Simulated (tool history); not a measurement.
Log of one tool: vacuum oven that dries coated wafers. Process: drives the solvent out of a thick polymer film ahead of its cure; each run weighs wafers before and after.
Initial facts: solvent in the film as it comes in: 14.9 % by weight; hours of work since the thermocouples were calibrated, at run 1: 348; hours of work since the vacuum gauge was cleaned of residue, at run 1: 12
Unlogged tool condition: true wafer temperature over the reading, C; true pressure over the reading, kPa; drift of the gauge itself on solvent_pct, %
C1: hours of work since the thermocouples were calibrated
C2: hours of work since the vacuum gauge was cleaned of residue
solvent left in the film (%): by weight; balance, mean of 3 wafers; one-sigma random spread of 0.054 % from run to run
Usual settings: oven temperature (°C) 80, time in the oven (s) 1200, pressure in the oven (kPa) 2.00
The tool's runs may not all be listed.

run 1 hour=0.0 | oven_temperature_(°C)=80 time_in_the_oven_(s)=1200 pressure_in_the_oven_(kPa)=2.00 | C1=348 C2=12 | solvent_left_in_the_film_(%)=2.04
run 2 hour=13.5 | oven_temperature_(°C)=75 time_in_the_oven_(s)=1200 pressure_in_the_oven_(kPa)=2.00 | C1=356 C2=19 | solvent_left_in_the_film_(%)=3.24
run 3 hour=22.9 | oven_temperature_(°C)=75 time_in_the_oven_(s)=1200 pressure_in_the_oven_(kPa)=2.00 | C1=361 C2=24 | solvent_left_in_the_film_(%)=3.22
run 4 hour=33.1 | oven_temperature_(°C)=80 time_in_the_oven_(s)=1500 pressure_in_the_oven_(kPa)=2.00 | C1=367 C2=30 | solvent_left_in_the_film_(%)=1.67
run 5 hour=47.4 | oven_temperature_(°C)=80 time_in_the_oven_(s)=1320 pressure_in_the_oven_(kPa)=2.00 | C1=375 C2=38 | solvent_left_in_the_film_(%)=1.81
run 6 hour=60.4 | oven_temperature_(°C)=80 time_in_the_oven_(s)=1320 pressure_in_the_oven_(kPa)=2.00 | C1=382 C2=45 | solvent_left_in_the_film_(%)=1.82
run 7 hour=72.5 | oven_temperature_(°C)=80 time_in_the_oven_(s)=1200 pressure_in_the_oven_(kPa)=2.00 | C1=388 C2=52 | solvent_left_in_the_film_(%)=2.00
run 8 hour=85.8 | oven_temperature_(°C)=80 time_in_the_oven_(s)=1200 pressure_in_the_oven_(kPa)=2.00 | C1=396 C2=59 | solvent_left_in_the_film_(%)=1.97
run 9 hour=99.2 | oven_temperature_(°C)=80 time_in_the_oven_(s)=1200 pressure_in_the_oven_(kPa)=2.00 | C1=403 C2=67 | solvent_left_in_the_film_(%)=1.99
run 10 hour=106.0 | oven_temperature_(°C)=80 time_in_the_oven_(s)=1200 pressure_in_the_oven_(kPa)=2.00 | C1=407 C2=70 | solvent_left_in_the_film_(%)=2.08
run 11 hour=118.4 | oven_temperature_(°C)=80 time_in_the_oven_(s)=1200 pressure_in_the_oven_(kPa)=2.00 | C1=414 C2=77 | solvent_left_in_the_film_(%)=2.03
run 12 hour=128.4 | oven_temperature_(°C)=80 time_in_the_oven_(s)=1200 pressure_in_the_oven_(kPa)=2.00 | C1=419 C2=83 | solvent_left_in_the_film_(%)=1.96
run 13 hour=141.8 | oven_temperature_(°C)=80 time_in_the_oven_(s)=1200 pressure_in_the_oven_(kPa)=2.00 | C1=427 C2=90 | solvent_left_in_the_film_(%)=2.02
run 14 hour=153.5 | oven_temperature_(°C)=80 time_in_the_oven_(s)=1200 pressure_in_the_oven_(kPa)=2.00 | C1=433 C2=97 | solvent_left_in_the_film_(%)=1.98
run 15 hour=161.5 | oven_temperature_(°C)=80 time_in_the_oven_(s)=1200 pressure_in_the_oven_(kPa)=2.00 | C1=438 C2=101 | solvent_left_in_the_film_(%)=1.91
run 16 hour=174.3 | oven_temperature_(°C)=80 time_in_the_oven_(s)=840 pressure_in_the_oven_(kPa)=2.00 | C1=445 C2=108 | solvent_left_in_the_film_(%)=2.85
run 17 hour=185.9 | oven_temperature_(°C)=80 time_in_the_oven_(s)=1200 pressure_in_the_oven_(kPa)=2.00 | C1=451 C2=115 | solvent_left_in_the_film_(%)=2.05
run 18 hour=197.5 | oven_temperature_(°C)=80 time_in_the_oven_(s)=1020 pressure_in_the_oven_(kPa)=2.00 | C1=458 C2=121 | solvent_left_in_the_film_(%)=2.42
run 19 hour=212.3 | oven_temperature_(°C)=72 time_in_the_oven_(s)=1200 pressure_in_the_oven_(kPa)=2.00 | C1=466 C2=129 | solvent_left_in_the_film_(%)=4.14
run 20 hour=218.8 | oven_temperature_(°C)=72 time_in_the_oven_(s)=1200 pressure_in_the_oven_(kPa)=2.00 | C1=470 C2=133 | solvent_left_in_the_film_(%)=4.17
run 21 hour=228.9 | oven_temperature_(°C)=79 time_in_the_oven_(s)=1320 pressure_in_the_oven_(kPa)=7.64 | C1=475 C2=138 | solvent_left_in_the_film_(%)=5.71
run 22 hour=235.6 | oven_temperature_(°C)=84 time_in_the_oven_(s)=1260 pressure_in_the_oven_(kPa)=2.27 | C1=479 C2=142 | solvent_left_in_the_film_(%)=1.55
run 23 hour=245.0 | oven_temperature_(°C)=84 time_in_the_oven_(s)=1260 pressure_in_the_oven_(kPa)=2.27 | C1=484 C2=147 | solvent_left_in_the_film_(%)=1.50
run 24 hour=251.9 | oven_temperature_(°C)=74 time_in_the_oven_(s)=1560 pressure_in_the_oven_(kPa)=3.91 | C1=488 C2=151 | solvent_left_in_the_film_(%)=4.28
run 25 hour=266.9 | oven_temperature_(°C)=74 time_in_the_oven_(s)=1560 pressure_in_the_oven_(kPa)=3.91 | C1=496 C2=159 | solvent_left_in_the_film_(%)=4.29
run 26 hour=281.3 | oven_temperature_(°C)=89 time_in_the_oven_(s)=1440 pressure_in_the_oven_(kPa)=3.84 | C1=504 C2=167 | solvent_left_in_the_film_(%)=1.72
run 27 hour=290.4 | oven_temperature_(°C)=87 time_in_the_oven_(s)=1920 pressure_in_the_oven_(kPa)=6.75 | C1=509 C2=173 | solvent_left_in_the_film_(%)=3.36
run 28 hour=303.4 | oven_temperature_(°C)=89 time_in_the_oven_(s)=1080 pressure_in_the_oven_(kPa)=1.99 | C1=516 C2=180 | solvent_left_in_the_film_(%)=0.99
run 29 hour=315.3 | oven_temperature_(°C)=84 time_in_the_oven_(s)=1200 pressure_in_the_oven_(kPa)=1.49 | C1=523 C2=186 | solvent_left_in_the_film_(%)=1.21
run 30 hour=322.4 | oven_temperature_(°C)=86 time_in_the_oven_(s)=1380 pressure_in_the_oven_(kPa)=2.37 | C1=527 C2=190 | solvent_left_in_the_film_(%)=1.28
run 31 hour=331.3 | oven_temperature_(°C)=86 time_in_the_oven_(s)=1380 pressure_in_the_oven_(kPa)=2.37 | C1=532 C2=195 | solvent_left_in_the_film_(%)=1.42
run 32 hour=343.7 | oven_temperature_(°C)=78 time_in_the_oven_(s)=1380 pressure_in_the_oven_(kPa)=1.53 | C1=539 C2=202 | solvent_left_in_the_film_(%)=1.91
run 33 hour=354.6 | oven_temperature_(°C)=78 time_in_the_oven_(s)=1380 pressure_in_the_oven_(kPa)=1.53 | C1=545 C2=208 | solvent_left_in_the_film_(%)=1.83
run 34 hour=364.6 | oven_temperature_(°C)=78 time_in_the_oven_(s)=1380 pressure_in_the_oven_(kPa)=1.53 | C1=550 C2=214 | solvent_left_in_the_film_(%)=1.86
run 35 hour=377.6 | oven_temperature_(°C)=78 time_in_the_oven_(s)=1380 pressure_in_the_oven_(kPa)=1.53 | C1=558 C2=221 | solvent_left_in_the_film_(%)=1.90
run 36 hour=385.2 | oven_temperature_(°C)=80 time_in_the_oven_(s)=1200 pressure_in_the_oven_(kPa)=1.04 | C1=562 C2=225 | solvent_left_in_the_film_(%)=1.54
run 37 hour=398.6 | oven_temperature_(°C)=66 time_in_the_oven_(s)=600 pressure_in_the_oven_(kPa)=3.42 | C1=569 C2=232 | solvent_left_in_the_film_(%)=9.57
run 38 hour=411.9 | oven_temperature_(°C)=66 time_in_the_oven_(s)=600 pressure_in_the_oven_(kPa)=3.42 | C1=577 C2=240 | solvent_left_in_the_film_(%)=9.73
run 39 hour=422.6 | oven_temperature_(°C)=90 time_in_the_oven_(s)=1140 pressure_in_the_oven_(kPa)=1.86 | C1=582 C2=246 | solvent_left_in_the_film_(%)=0.90
run 40 hour=430.5 | oven_temperature_(°C)=67 time_in_the_oven_(s)=1140 pressure_in_the_oven_(kPa)=1.10 | C1=587 C2=250 | solvent_left_in_the_film_(%)=5.58

Below are 5 alternative next runs, each starting from the tool's condition after run 40. Predict each:
run A hour=437.1 | oven_temperature_(°C)=87 time_in_the_oven_(s)=1620 pressure_in_the_oven_(kPa)=4.03 | C1=590 C2=254 | solvent_left_in_the_film_(%)=?
run B hour=437.1 | oven_temperature_(°C)=83 time_in_the_oven_(s)=900 pressure_in_the_oven_(kPa)=7.11 | C1=590 C2=254 | solvent_left_in_the_film_(%)=?
run C hour=437.1 | oven_temperature_(°C)=67 time_in_the_oven_(s)=780 pressure_in_the_oven_(kPa)=1.70 | C1=590 C2=254 | solvent_left_in_the_film_(%)=?
run D hour=437.1 | oven_temperature_(°C)=75 time_in_the_oven_(s)=960 pressure_in_the_oven_(kPa)=3.63 | C1=590 C2=254 | solvent_left_in_the_film_(%)=?
run E hour=437.1 | oven_temperature_(°C)=81 time_in_the_oven_(s)=1200 pressure_in_the_oven_(kPa)=1.83 | C1=590 C2=254 | solvent_left_in_the_film_(%)=?

run=A solvent_left_in_the_film_(%)=2.10
run=B solvent_left_in_the_film_(%)=4.90
run=C solvent_left_in_the_film_(%)=7.56
run=D solvent_left_in_the_film_(%)=5.11
run=E solvent_left_in_the_film_(%)=1.83
With no hidden state in the tool, these same runs would have given:
run=A solvent_left_in_the_film_(%)=2.04
run=B solvent_left_in_the_film_(%)=4.80
run=C solvent_left_in_the_film_(%)=7.43
run=D solvent_left_in_the_film_(%)=4.98
run=E solvent_left_in_the_film_(%)=1.75

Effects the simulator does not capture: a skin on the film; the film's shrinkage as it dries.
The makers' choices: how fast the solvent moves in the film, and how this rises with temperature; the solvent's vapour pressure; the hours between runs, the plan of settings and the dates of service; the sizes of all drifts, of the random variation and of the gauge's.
